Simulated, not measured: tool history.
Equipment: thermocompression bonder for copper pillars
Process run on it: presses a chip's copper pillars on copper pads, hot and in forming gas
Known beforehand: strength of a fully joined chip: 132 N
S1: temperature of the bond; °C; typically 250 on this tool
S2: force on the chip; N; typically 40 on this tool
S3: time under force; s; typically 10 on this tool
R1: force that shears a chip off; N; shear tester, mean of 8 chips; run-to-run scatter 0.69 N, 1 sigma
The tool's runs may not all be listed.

| run | day | S1 | S2 | S3 | R1 |
|---|---|---|---|---|---|
| 1 | 0.000 | 250 | 40 | 10 | 71.6 |
| 2 | 1.225 | 250 | 40 | 10 | 71.7 |
| 3 | 2.996 | 250 | 40 | 10 | 71.1 |
| 4 | 4.575 | 250 | 32 | 10 | 61.9 |
| 5 | 5.575 | 250 | 40 | 10 | 70.9 |
| 6 | 6.450 | 250 | 34 | 10 | 65.6 |
| 7 | 7.950 | 250 | 34 | 10 | 64.8 |
| 8 | 9.762 | 250 | 28 | 10 | 56.5 |
| 9 | 11.504 | 250 | 28 | 10 | 57.0 |
| 10 | 12.575 | 250 | 28 | 10 | 57.2 |
| 11 | 14.346 | 250 | 28 | 10 | 56.7 |
| 12 | 15.567 | 250 | 28 | 10 | 56.3 |
| 13 | 17.400 | 250 | 40 | 10 | 68.8 |
| 14 | 18.638 | 250 | 49 | 10 | 78.2 |
| 15 | 19.954 | 250 | 49 | 10 | 76.6 |
|  | 20.754 | heater calibrated with a thermocouple chip |
| 16 | 21.004 | 239 | 40 | 10 | 66.8 |
| 17 | 21.942 | 250 | 40 | 10 | 76.2 |
| 18 | 23.629 | 250 | 40 | 10 | 75.7 |
| 19 | 25.654 | 250 | 40 | 10 | 74.5 |
| 20 | 26.950 | 250 | 40 | 10 | 74.2 |
| 21 | 28.104 | 264 | 37 | 11 | 83.4 |
| 22 | 29.554 | 250 | 59 | 16 | 99.3 |
|  | 30.058 | forming gas filter changed |
| 23 | 31.483 | 230 | 25 | 10 | 44.8 |
| 24 | 33.462 | 250 | 26 | 6 | 50.0 |
| 25 | 35.033 | 221 | 40 | 10 | 53.7 |
| 26 | 36.417 | 221 | 40 | 10 | 52.6 |
| 27 | 37.317 | 251 | 40 | 10 | 77.9 |
| 28 | 38.429 | 251 | 40 | 10 | 78.1 |
| 29 | 39.458 | 250 | 30 | 10 | 64.7 |
| 30 | 41.483 | 228 | 48 | 6 | 53.6 |
| 31 | 42.500 | 228 | 39 | 5 | 43.9 |
| 32 | 43.750 | 228 | 39 | 5 | 43.4 |
| 33 | 45.604 | 228 | 48 | 5 | 49.2 |
| 34 | 47.604 | 228 | 48 | 5 | 50.6 |
| 35 | 49.304 | 241 | 37 | 10 | 65.4 |
| 36 | 50.571 | 241 | 37 | 10 | 64.0 |
| 37 | 52.458 | 241 | 37 | 10 | 64.2 |
| 38 | 54.292 | 241 | 37 | 10 | 64.0 |
| 39 | 55.767 | 241 | 37 | 10 | 64.0 |
| 40 | 56.821 | 277 | 25 | 10 | 75.6 |

Predict each of these 3 candidate next runs independently; none follows another, all start after run 40:
| A | 57.754 | 256 | 25 | 10 | ? |
| B | 57.754 | 226 | 48 | 15 | ? |
| C | 57.754 | 221 | 40 | 7 | ? |

| run | R1 |
|---|---|
| A | 59.7 |
| B | 69.1 |
| C | 44.2 |
With no hidden state in the tool, these same runs would have given:
| run | R1 |
|---|---|
| A | 64.1 |
| B | 74.4 |
| C | 48.0 |

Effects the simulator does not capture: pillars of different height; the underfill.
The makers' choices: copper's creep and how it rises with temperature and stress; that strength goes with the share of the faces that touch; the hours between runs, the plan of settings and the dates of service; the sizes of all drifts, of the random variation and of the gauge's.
